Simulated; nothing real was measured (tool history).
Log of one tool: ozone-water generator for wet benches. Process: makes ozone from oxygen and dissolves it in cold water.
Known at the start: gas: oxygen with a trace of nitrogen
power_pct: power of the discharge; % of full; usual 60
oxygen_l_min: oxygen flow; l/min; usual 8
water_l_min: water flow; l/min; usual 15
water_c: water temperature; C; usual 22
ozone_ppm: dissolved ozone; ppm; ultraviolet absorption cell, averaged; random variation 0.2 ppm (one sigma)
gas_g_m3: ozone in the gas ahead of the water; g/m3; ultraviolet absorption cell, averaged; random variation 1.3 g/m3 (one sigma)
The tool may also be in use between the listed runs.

| run | hour | power_pct | oxygen_l_min | water_l_min | water_c | ozone_ppm | gas_g_m3 |
|---|---|---|---|---|---|---|---|
| 1 | 0 | 60 | 8 | 15 | 22 | 29.1 | 239.9 |
| 2 | 62 | 60 | 8 | 15 | 22 | 29.6 | 239.3 |
| 3 | 170.2 | 70 | 8 | 15 | 22 | 33.6 | 277.2 |
| 4 | 285.8 | 60 | 8 | 15 | 22 | 28.8 | 237 |
| 5 | 371.4 | 60 | 8 | 15 | 22 | 29.1 | 239.9 |
| 6 | 482.7 | 60 | 13.58 | 15 | 22 | 25.9 | 183.8 |
| 7 | 583.6 | 98 | 8 | 15 | 22 | 45.2 | 370.8 |
| 8 | 663.9 | 98 | 8 | 15 | 22 | 44.6 | 371.2 |
| 9 | 727.5 | 60 | 8 | 15 | 22 | 28.6 | 239.2 |
|  | 740.8 | water thermometer calibrated |
| 10 | 809.3 | 60 | 8 | 10 | 22 | 35.1 | 237.8 |
| 11 | 885.9 | 60 | 8 | 10 | 22 | 34.6 | 237.5 |
| 12 | 1013.7 | 60 | 8 | 15 | 22 | 28.6 | 235.6 |
| 13 | 1106 | 60 | 8 | 15 | 22 | 28.6 | 237.6 |
| 14 | 1174 | 60 | 8 | 15 | 22 | 28.5 | 236.2 |
|  | 1237.4 | water thermometer calibrated, once more |
| 15 | 1262.1 | 60 | 8 | 15 | 22 | 28.5 | 237.5 |
| 16 | 1400.5 | 60 | 8 | 15 | 22 | 28.6 | 237.7 |
| 17 | 1491 | 60 | 8 | 18 | 23 | 25.4 | 238.5 |
| 18 | 1598.2 | 60 | 8 | 18 | 23 | 25.2 | 237.2 |
| 19 | 1720.9 | 60 | 8 | 18 | 23 | 25.3 | 236.7 |
| 20 | 1839.4 | 60 | 13.69 | 15 | 22 | 25.3 | 177.8 |
| 21 | 1932.9 | 60 | 13.69 | 15 | 22 | 25.3 | 177.8 |
| 22 | 1998.8 | 60 | 8 | 20 | 22 | 24.1 | 235.6 |
| 23 | 2065.5 | 58 | 13.13 | 15 | 18 | 27.1 | 177.1 |
| 24 | 2172.8 | 58 | 13.13 | 15 | 18 | 27 | 177.3 |
| 25 | 2295.8 | 58 | 4.76 | 11 | 18 | 37.6 | 295.4 |
| 26 | 2390.1 | 78 | 5.89 | 23 | 23 | 27.6 | 343.9 |
| 27 | 2504.7 | 43 | 8 | 16 | 22 | 19.8 | 174.4 |
| 28 | 2564.9 | 85 | 5.22 | 14 | 22 | 41.5 | 394.6 |
| 29 | 2661.5 | 78 | 7.8 | 11 | 15 | 48.1 | 299 |
| 30 | 2780.5 | 73 | 8.42 | 17 | 17 | 33.7 | 270.1 |
| 31 | 2881.9 | 63 | 8 | 15 | 15 | 33.2 | 243.8 |
| 32 | 2953.1 | 63 | 8 | 15 | 15 | 33 | 243.1 |

4 ways to go on from here, each from the tool as it stands after run 32. What would each give?
| A | 3083.6 | 70 | 13.79 | 15 | 28 | ? | ? |
| B | 3083.6 | 60 | 8 | 10 | 29 | ? | ? |
| C | 3083.6 | 46 | 8 | 15 | 15 | ? | ? |
| D | 3083.6 | 65 | 8 | 15 | 22 | ? | ? |

| run | ozone_ppm | gas_g_m3 |
|---|---|---|
| A | 24 | 200.5 |
| B | 28.6 | 232.6 |
| C | 25 | 184 |
| D | 29.4 | 250.1 |
Without the tool's hidden state the same runs would have given:
| run | ozone_ppm | gas_g_m3 |
|---|---|---|
| A | 26.2 | 211.5 |
| B | 30.9 | 243.6 |
| C | 26.8 | 190.3 |
| D | 31.9 | 262.9 |
